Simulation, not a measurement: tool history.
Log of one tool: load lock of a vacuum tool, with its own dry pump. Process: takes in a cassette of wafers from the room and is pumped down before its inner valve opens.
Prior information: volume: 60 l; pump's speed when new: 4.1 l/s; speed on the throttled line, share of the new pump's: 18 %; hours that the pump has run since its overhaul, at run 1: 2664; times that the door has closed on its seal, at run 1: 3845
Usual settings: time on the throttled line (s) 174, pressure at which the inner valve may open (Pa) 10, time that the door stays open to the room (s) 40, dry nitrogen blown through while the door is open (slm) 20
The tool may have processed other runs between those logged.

run,hour,time on the throttled line (s),pressure at which the inner valve may open (Pa),time that the door stays open to the room (s),dry nitrogen blown through while the door is open (slm),hours that the pump has run since its overhaul,times that the door has closed on its seal,"incoming humidity of the room's air, %",time from the closed door until the inner valve may open (s),rise of the pressure with all valves shut (Pa/min)
1,0,174,10,40,20,2664,3845,44.1,278.7,0.024
2,47.6,215,10,40,20,2712,4017,46.1,313.2,0.022
3,95.5,215,10,40,20,2760,4189,46.5,307,0.024
4,160.1,215,10,40,20,2824,4422,47,313.7,0.021
5,209.8,215,10,40,20,2874,4601,46.8,311.9,0.021
6,258.3,174,10,33,20,2923,4776,44.4,277.3,0.021
7,339.5,174,10,33,20,3004,5069,47.1,275.9,0.01
8,391.3,174,10,40,20,3056,5256,47,277.9,0.021
9,441.7,174,10,40,20,3106,5437,44.3,276.8,0.018
10,501.2,174,15,40,20,3165,5651,42.8,270.4,0.019
11,557.9,174,15,40,20,3222,5856,48.6,270.6,0.025
12,629.1,174,15,40,20,3293,6112,43.9,271.4,0.023
13,717.8,174,11,40,20,3382,6432,43.8,274.5,0.021
14,800,174,11,40,20,3464,6728,42.7,275.3,0.02
15,848.8,174,11,40,20,3513,6904,42.6,273.5,0.017
16,914.8,174,11,40,20,3579,7142,46.5,276.8,0.02
17,995.5,174,14,40,18,3660,7433,45.6,271.7,0.028
18,1056.2,174,14,40,18,3721,7652,48.2,271.1,0.026
19,1121.7,126,10,87,20,3786,7888,45.7,240,0.031
20,1192.3,126,10,87,16,3857,8142,43.4,235.1,0.033
21,1249.8,178,10,106,15,3914,8350,44.1,279.3,0.038
22,1286.5,208,13,39,40,3951,8482,41.7,299.5,0.011

Expected results for the next run?
23,1364.5,208,9,39,40,4029,8763,42.1,?,?

time from the closed door until the inner valve may open (s): 304.2
rise of the pressure with all valves shut (Pa/min): 0.016
With the hidden condition absent and the run-to-run variation left alone, this run would have shown time from the closed door until the inner valve may open (s) 304.2, rise of the pressure with all valves shut (Pa/min) 0.016.

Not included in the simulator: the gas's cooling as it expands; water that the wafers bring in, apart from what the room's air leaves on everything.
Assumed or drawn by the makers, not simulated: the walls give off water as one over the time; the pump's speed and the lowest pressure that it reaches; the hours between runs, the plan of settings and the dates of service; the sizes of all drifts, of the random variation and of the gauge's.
